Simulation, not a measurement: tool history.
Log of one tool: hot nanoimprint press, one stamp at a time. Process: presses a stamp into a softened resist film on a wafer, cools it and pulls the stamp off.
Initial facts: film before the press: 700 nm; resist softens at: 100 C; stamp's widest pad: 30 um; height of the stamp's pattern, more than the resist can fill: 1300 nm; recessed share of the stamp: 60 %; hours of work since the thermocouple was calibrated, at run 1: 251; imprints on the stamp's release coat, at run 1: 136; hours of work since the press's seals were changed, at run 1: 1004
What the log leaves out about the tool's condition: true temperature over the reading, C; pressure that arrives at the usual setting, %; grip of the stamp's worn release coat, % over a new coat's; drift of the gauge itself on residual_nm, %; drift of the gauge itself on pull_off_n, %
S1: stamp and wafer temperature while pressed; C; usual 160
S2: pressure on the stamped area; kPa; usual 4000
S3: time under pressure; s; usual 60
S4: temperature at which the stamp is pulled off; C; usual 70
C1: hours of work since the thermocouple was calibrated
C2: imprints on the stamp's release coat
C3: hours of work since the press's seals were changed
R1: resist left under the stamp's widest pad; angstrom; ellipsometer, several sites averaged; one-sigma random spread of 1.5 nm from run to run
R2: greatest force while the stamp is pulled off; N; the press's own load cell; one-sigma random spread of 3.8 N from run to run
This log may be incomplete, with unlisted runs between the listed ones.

{"run": 1, "hour": 0.0, "S1": 160, "S2": 4000, "S3": 60, "S4": 70, "C1": 251, "C2": 136, "C3": 1004, "R1": 3432, "R2": 182}
{"run": 2, "hour": 18.9, "S1": 160, "S2": 4000, "S3": 60, "S4": 70, "C1": 262, "C2": 192, "C3": 1016, "R1": 3426, "R2": 186}
{"run": 3, "hour": 48.0, "S1": 160, "S2": 4000, "S3": 60, "S4": 62, "C1": 280, "C2": 278, "C3": 1034, "R1": 3422, "R2": 223}
{"run": 4, "hour": 67.8, "S1": 160, "S2": 4000, "S3": 60, "S4": 62, "C1": 292, "C2": 337, "C3": 1046, "R1": 3417, "R2": 224}
{"run": 5, "hour": 95.8, "S1": 160, "S2": 4000, "S3": 60, "S4": 62, "C1": 309, "C2": 420, "C3": 1063, "R1": 3421, "R2": 221}
{"run": 6, "hour": 116.0, "S1": 160, "S2": 2580, "S3": 60, "S4": 70, "C1": 321, "C2": 480, "C3": 1075, "R1": 4179, "R2": 186}
{"run": 7, "hour": 138.7, "S1": 160, "S2": 2580, "S3": 60, "S4": 70, "C1": 335, "C2": 548, "C3": 1089, "R1": 4173, "R2": 183}
{"run": 8, "hour": 170.2, "S1": 160, "S2": 2580, "S3": 42, "S4": 70, "C1": 354, "C2": 641, "C3": 1108, "R1": 4608, "R2": 177}
{"run": 9, "hour": 209.1, "S1": 160, "S2": 4000, "S3": 57, "S4": 70, "C1": 378, "C2": 757, "C3": 1132, "R1": 3453, "R2": 177}
{"run": 10, "hour": 239.7, "S1": 160, "S2": 4000, "S3": 36, "S4": 70, "C1": 397, "C2": 848, "C3": 1151, "R1": 4006, "R2": 186}
{"run": 11, "hour": 275.7, "S1": 165, "S2": 4000, "S3": 36, "S4": 70, "C1": 419, "C2": 955, "C3": 1173, "R1": 3426, "R2": 185}
{"run": 12, "hour": 305.7, "S1": 160, "S2": 4000, "S3": 60, "S4": 70, "C1": 437, "C2": 1044, "C3": 1191, "R1": 3379, "R2": 186}
{"run": 13, "hour": 342.4, "S1": 160, "S2": 4000, "S3": 60, "S4": 70, "C1": 460, "C2": 1154, "C3": 1214, "R1": 3408, "R2": 183}
{"run": 14, "hour": 384.0, "S1": 160, "S2": 4000, "S3": 119, "S4": 70, "C1": 485, "C2": 1277, "C3": 1239, "R1": 2646, "R2": 178}
{"hour": 393.2, "done": "plate thermocouple calibrated"}
{"hour": 413.1, "done": "press's hydraulic seals changed and the load cell set to zero"}
{"run": 15, "hour": 419.6, "S1": 160, "S2": 4000, "S3": 119, "S4": 70, "C1": 11, "C2": 1350, "C3": 4, "R1": 2644, "R2": 178}
{"run": 16, "hour": 456.9, "S1": 160, "S2": 4310, "S3": 32, "S4": 70, "C1": 34, "C2": 1461, "C3": 27, "R1": 3999, "R2": 179}
{"run": 17, "hour": 486.2, "S1": 160, "S2": 4310, "S3": 32, "S4": 70, "C1": 52, "C2": 1548, "C3": 45, "R1": 3960, "R2": 190}
{"run": 18, "hour": 506.4, "S1": 155, "S2": 3600, "S3": 48, "S4": 64, "C1": 64, "C2": 1608, "C3": 57, "R1": 4470, "R2": 214}
{"run": 19, "hour": 542.0, "S1": 155, "S2": 3600, "S3": 48, "S4": 73, "C1": 86, "C2": 1714, "C3": 79, "R1": 4455, "R2": 169}
{"run": 20, "hour": 564.0, "S1": 155, "S2": 2850, "S3": 48, "S4": 72, "C1": 99, "C2": 1780, "C3": 92, "R1": 4833, "R2": 174}
{"run": 21, "hour": 597.7, "S1": 160, "S2": 4000, "S3": 60, "S4": 68, "C1": 120, "C2": 1880, "C3": 113, "R1": 3348, "R2": 194}
{"run": 22, "hour": 623.5, "S1": 160, "S2": 4000, "S3": 60, "S4": 68, "C1": 136, "C2": 1956, "C3": 128, "R1": 3346, "R2": 190}
{"run": 23, "hour": 661.3, "S1": 160, "S2": 4000, "S3": 60, "S4": 68, "C1": 159, "C2": 2069, "C3": 152, "R1": 3353, "R2": 197}
{"hour": 676.3, "done": "stamp cleaned and given a new release coat"}
{"run": 24, "hour": 706.6, "S1": 160, "S2": 4000, "S3": 60, "S4": 68, "C1": 183, "C2": 91, "C3": 176, "R1": 3344, "R2": 197}
{"hour": 733.2, "done": "gauge calibrated"}
{"run": 25, "hour": 747.2, "S1": 149, "S2": 4000, "S3": 60, "S4": 60, "C1": 208, "C2": 211, "C3": 200, "R1": 4939, "R2": 232}
{"run": 26, "hour": 782.0, "S1": 149, "S2": 4000, "S3": 60, "S4": 60, "C1": 229, "C2": 315, "C3": 222, "R1": 4957, "R2": 226}
{"run": 27, "hour": 819.5, "S1": 152, "S2": 4250, "S3": 92, "S4": 71, "C1": 252, "C2": 426, "C3": 245, "R1": 3863, "R2": 176}
{"run": 28, "hour": 837.1, "S1": 159, "S2": 4000, "S3": 60, "S4": 70, "C1": 263, "C2": 479, "C3": 255, "R1": 3549, "R2": 183}
{"run": 29, "hour": 859.2, "S1": 159, "S2": 4000, "S3": 60, "S4": 70, "C1": 276, "C2": 544, "C3": 269, "R1": 3529, "R2": 183}
{"run": 30, "hour": 890.5, "S1": 160, "S2": 3650, "S3": 60, "S4": 70, "C1": 295, "C2": 637, "C3": 288, "R1": 3581, "R2": 184}

Predict each of these 3 candidate next runs independently; none follows another, all start after run 30:
{"run": "A", "hour": 914.5, "S1": 163, "S2": 3650, "S3": 60, "S4": 70, "C1": 310, "C2": 709, "C3": 303, "R1": "?", "R2": "?"}
{"run": "B", "hour": 914.5, "S1": 160, "S2": 4000, "S3": 45, "S4": 59, "C1": 310, "C2": 709, "C3": 303, "R1": "?", "R2": "?"}
{"run": "C", "hour": 914.5, "S1": 160, "S2": 4630, "S3": 60, "S4": 70, "C1": 310, "C2": 709, "C3": 303, "R1": "?", "R2": "?"}

run=A R1=3217 R2=189
run=B R1=3749 R2=236
run=C R1=3169 R2=184
Without the tool's hidden state the same runs would have given:
run=A R1=3241 R2=188
run=B R1=3777 R2=235
run=C R1=3193 R2=183
